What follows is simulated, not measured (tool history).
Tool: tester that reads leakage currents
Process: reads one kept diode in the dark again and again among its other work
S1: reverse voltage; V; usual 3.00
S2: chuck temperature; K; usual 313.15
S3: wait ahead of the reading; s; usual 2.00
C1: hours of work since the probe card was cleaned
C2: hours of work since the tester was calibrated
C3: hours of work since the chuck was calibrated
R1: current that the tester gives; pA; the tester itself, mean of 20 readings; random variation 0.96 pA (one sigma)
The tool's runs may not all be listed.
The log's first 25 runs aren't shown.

| run | hour | S1 | S2 | S3 | C1 | C2 | C3 | R1 |
|---|---|---|---|---|---|---|---|---|
|  | 3519.2 | chuck's temperature calibrated |
| 26 | 3642.5 | 2.40 | 300.15 | 2.00 | 955 | 3120 | 61 | 112.49 |
| 27 | 3821.3 | 2.40 | 300.15 | 2.00 | 1044 | 3209 | 150 | 112.78 |
| 28 | 3964.6 | 14.97 | 313.15 | 2.00 | 1115 | 3280 | 220 | 759.26 |
| 29 | 4104.9 | 14.97 | 313.15 | 2.00 | 1184 | 3349 | 290 | 762.19 |
| 30 | 4213.7 | 3.32 | 313.15 | 2.00 | 1238 | 3403 | 344 | 336.65 |
| 31 | 4408.1 | 3.32 | 313.15 | 2.00 | 1334 | 3499 | 440 | 337.10 |
| 32 | 4558.0 | 1.85 | 313.15 | 0.94 | 1408 | 3574 | 514 | 247.17 |
| 33 | 4687.4 | 1.85 | 313.15 | 0.94 | 1472 | 3638 | 578 | 246.78 |
| 34 | 4792.2 | 2.70 | 313.15 | 0.70 | 1524 | 3689 | 630 | 302.38 |
|  | 4880.0 | tester calibrated |
| 35 | 4909.4 | 3.00 | 313.15 | 0.39 | 1581 | 15 | 687 | 321.82 |
| 36 | 5031.1 | 3.00 | 313.15 | 0.39 | 1642 | 75 | 747 | 321.27 |
| 37 | 5130.6 | 3.00 | 313.15 | 0.39 | 1691 | 124 | 797 | 322.56 |
| 38 | 5245.3 | 1.42 | 313.15 | 2.00 | 1748 | 181 | 853 | 213.57 |
| 39 | 5438.6 | 1.55 | 317.15 | 5.33 | 1843 | 276 | 949 | 292.96 |

Forecast each of these 5 alternatives for the next run:
| A | 5579.2 | 5.50 | 317.15 | 0.42 | 1913 | 346 | 1019 | ? |
| B | 5579.2 | 3.00 | 313.15 | 0.68 | 1913 | 346 | 1019 | ? |
| C | 5579.2 | 1.34 | 317.15 | 0.82 | 1913 | 346 | 1019 | ? |
| D | 5579.2 | 1.55 | 317.15 | 1.83 | 1913 | 346 | 1019 | ? |
| E | 5579.2 | 3.58 | 333.15 | 2.14 | 1913 | 346 | 1019 | ? |

| run | R1 |
|---|---|
| A | 581.18 |
| B | 319.59 |
| C | 272.24 |
| D | 294.55 |
| E | 1262.10 |
Without the tool's hidden state the same runs would have given:
| run | R1 |
|---|---|
| A | 581.66 |
| B | 319.86 |
| C | 272.49 |
| D | 294.82 |
| E | 1263.23 |

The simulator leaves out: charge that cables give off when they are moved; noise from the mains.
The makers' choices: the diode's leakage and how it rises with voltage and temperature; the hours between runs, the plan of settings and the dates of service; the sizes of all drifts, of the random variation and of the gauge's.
